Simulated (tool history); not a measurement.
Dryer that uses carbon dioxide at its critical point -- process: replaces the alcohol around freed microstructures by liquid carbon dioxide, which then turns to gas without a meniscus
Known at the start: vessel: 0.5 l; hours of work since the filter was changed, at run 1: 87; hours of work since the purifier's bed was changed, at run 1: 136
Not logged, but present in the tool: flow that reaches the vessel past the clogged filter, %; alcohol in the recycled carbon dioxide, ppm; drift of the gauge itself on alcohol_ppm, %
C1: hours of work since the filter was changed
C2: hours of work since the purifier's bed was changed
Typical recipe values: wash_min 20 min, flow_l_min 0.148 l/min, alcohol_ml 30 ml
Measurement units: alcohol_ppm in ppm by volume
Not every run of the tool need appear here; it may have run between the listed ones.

{"run": 1, "hour": 0.0, "wash_min": 20, "flow_l_min": 0.148, "alcohol_ml": 30, "C1": 87, "C2": 136, "alcohol_ppm": 456}
{"run": 2, "hour": 13.0, "wash_min": 30, "flow_l_min": 0.148, "alcohol_ml": 30, "C1": 96, "C2": 145, "alcohol_ppm": 81}
{"run": 3, "hour": 32.4, "wash_min": 30, "flow_l_min": 0.148, "alcohol_ml": 30, "C1": 111, "C2": 159, "alcohol_ppm": 89}
{"run": 4, "hour": 50.4, "wash_min": 30, "flow_l_min": 0.148, "alcohol_ml": 30, "C1": 124, "C2": 173, "alcohol_ppm": 92}
{"run": 5, "hour": 65.1, "wash_min": 25, "flow_l_min": 0.148, "alcohol_ml": 30, "C1": 135, "C2": 183, "alcohol_ppm": 189}
{"run": 6, "hour": 77.8, "wash_min": 25, "flow_l_min": 0.148, "alcohol_ml": 30, "C1": 144, "C2": 193, "alcohol_ppm": 199}
{"run": 7, "hour": 94.8, "wash_min": 20, "flow_l_min": 0.148, "alcohol_ml": 30, "C1": 156, "C2": 205, "alcohol_ppm": 551}
{"run": 8, "hour": 104.8, "wash_min": 20, "flow_l_min": 0.148, "alcohol_ml": 30, "C1": 164, "C2": 212, "alcohol_ppm": 553}
{"run": 9, "hour": 117.1, "wash_min": 25, "flow_l_min": 0.148, "alcohol_ml": 30, "C1": 173, "C2": 221, "alcohol_ppm": 217}
{"run": 10, "hour": 131.5, "wash_min": 25, "flow_l_min": 0.148, "alcohol_ml": 30, "C1": 183, "C2": 232, "alcohol_ppm": 229}
{"run": 11, "hour": 151.3, "wash_min": 25, "flow_l_min": 0.148, "alcohol_ml": 30, "C1": 198, "C2": 247, "alcohol_ppm": 222}
{"run": 12, "hour": 169.9, "wash_min": 25, "flow_l_min": 0.14, "alcohol_ml": 30, "C1": 211, "C2": 260, "alcohol_ppm": 314}
{"run": 13, "hour": 188.9, "wash_min": 25, "flow_l_min": 0.14, "alcohol_ml": 30, "C1": 225, "C2": 274, "alcohol_ppm": 330}
{"run": 14, "hour": 206.4, "wash_min": 25, "flow_l_min": 0.14, "alcohol_ml": 30, "C1": 238, "C2": 287, "alcohol_ppm": 334}
{"run": 15, "hour": 216.5, "wash_min": 25, "flow_l_min": 0.14, "alcohol_ml": 46, "C1": 246, "C2": 294, "alcohol_ppm": 465}
{"run": 16, "hour": 228.1, "wash_min": 25, "flow_l_min": 0.14, "alcohol_ml": 46, "C1": 254, "C2": 303, "alcohol_ppm": 478}
{"run": 17, "hour": 241.6, "wash_min": 25, "flow_l_min": 0.14, "alcohol_ml": 46, "C1": 264, "C2": 313, "alcohol_ppm": 492}
{"run": 18, "hour": 252.3, "wash_min": 25, "flow_l_min": 0.14, "alcohol_ml": 46, "C1": 272, "C2": 321, "alcohol_ppm": 519}
{"run": 19, "hour": 267.0, "wash_min": 25, "flow_l_min": 0.14, "alcohol_ml": 46, "C1": 283, "C2": 331, "alcohol_ppm": 534}
{"run": 20, "hour": 283.4, "wash_min": 28, "flow_l_min": 0.129, "alcohol_ml": 46, "C1": 295, "C2": 343, "alcohol_ppm": 475}
{"run": 21, "hour": 297.1, "wash_min": 28, "flow_l_min": 0.14, "alcohol_ml": 28, "C1": 305, "C2": 354, "alcohol_ppm": 256}
{"run": 22, "hour": 313.1, "wash_min": 15, "flow_l_min": 0.148, "alcohol_ml": 28, "C1": 317, "C2": 365, "alcohol_ppm": 2104}
{"hour": 319.1, "done": "inlet filter changed"}
{"run": 23, "hour": 330.5, "wash_min": 31, "flow_l_min": 0.201, "alcohol_ml": 30, "C1": 8, "C2": 377, "alcohol_ppm": 113}
{"run": 24, "hour": 345.3, "wash_min": 31, "flow_l_min": 0.201, "alcohol_ml": 30, "C1": 19, "C2": 388, "alcohol_ppm": 111}
{"run": 25, "hour": 363.2, "wash_min": 12, "flow_l_min": 0.152, "alcohol_ml": 23, "C1": 32, "C2": 401, "alcohol_ppm": 2093}
{"run": 26, "hour": 378.0, "wash_min": 18, "flow_l_min": 0.127, "alcohol_ml": 23, "C1": 43, "C2": 412, "alcohol_ppm": 1019}
{"run": 27, "hour": 386.9, "wash_min": 31, "flow_l_min": 0.148, "alcohol_ml": 22, "C1": 50, "C2": 419, "alcohol_ppm": 136}
{"run": 28, "hour": 397.3, "wash_min": 20, "flow_l_min": 0.118, "alcohol_ml": 102, "C1": 57, "C2": 426, "alcohol_ppm": 3724}
{"run": 29, "hour": 407.1, "wash_min": 19, "flow_l_min": 0.113, "alcohol_ml": 54, "C1": 65, "C2": 434, "alcohol_ppm": 2996}
{"run": 30, "hour": 417.8, "wash_min": 13, "flow_l_min": 0.182, "alcohol_ml": 54, "C1": 72, "C2": 441, "alcohol_ppm": 2086}
{"run": 31, "hour": 435.2, "wash_min": 12, "flow_l_min": 0.183, "alcohol_ml": 54, "C1": 85, "C2": 454, "alcohol_ppm": 2727}
{"run": 32, "hour": 454.9, "wash_min": 15, "flow_l_min": 0.099, "alcohol_ml": 22, "C1": 100, "C2": 469, "alcohol_ppm": 3716}
{"run": 33, "hour": 464.2, "wash_min": 15, "flow_l_min": 0.099, "alcohol_ml": 22, "C1": 106, "C2": 475, "alcohol_ppm": 3840}
{"run": 34, "hour": 484.0, "wash_min": 30, "flow_l_min": 0.161, "alcohol_ml": 99, "C1": 121, "C2": 490, "alcohol_ppm": 205}
{"run": 35, "hour": 495.8, "wash_min": 30, "flow_l_min": 0.161, "alcohol_ml": 99, "C1": 130, "C2": 499, "alcohol_ppm": 205}

Below are 3 alternative next runs, each starting from the tool's condition after run 35. Predict each:
{"run": "A", "hour": 514.4, "wash_min": 19, "flow_l_min": 0.103, "alcohol_ml": 103, "C1": 143, "C2": 512, "alcohol_ppm": "?"}
{"run": "B", "hour": 514.4, "wash_min": 16, "flow_l_min": 0.148, "alcohol_ml": 30, "C1": 143, "C2": 512, "alcohol_ppm": "?"}
{"run": "C", "hour": 514.4, "wash_min": 32, "flow_l_min": 0.249, "alcohol_ml": 59, "C1": 143, "C2": 512, "alcohol_ppm": "?"}

run=A alcohol_ppm=8509
run=B alcohol_ppm=1386
run=C alcohol_ppm=139
Take away the tool's hidden state, keep each run's random variation, and the runs would have read:
run=A alcohol_ppm=6622
run=B alcohol_ppm=938
run=C alcohol_ppm=6
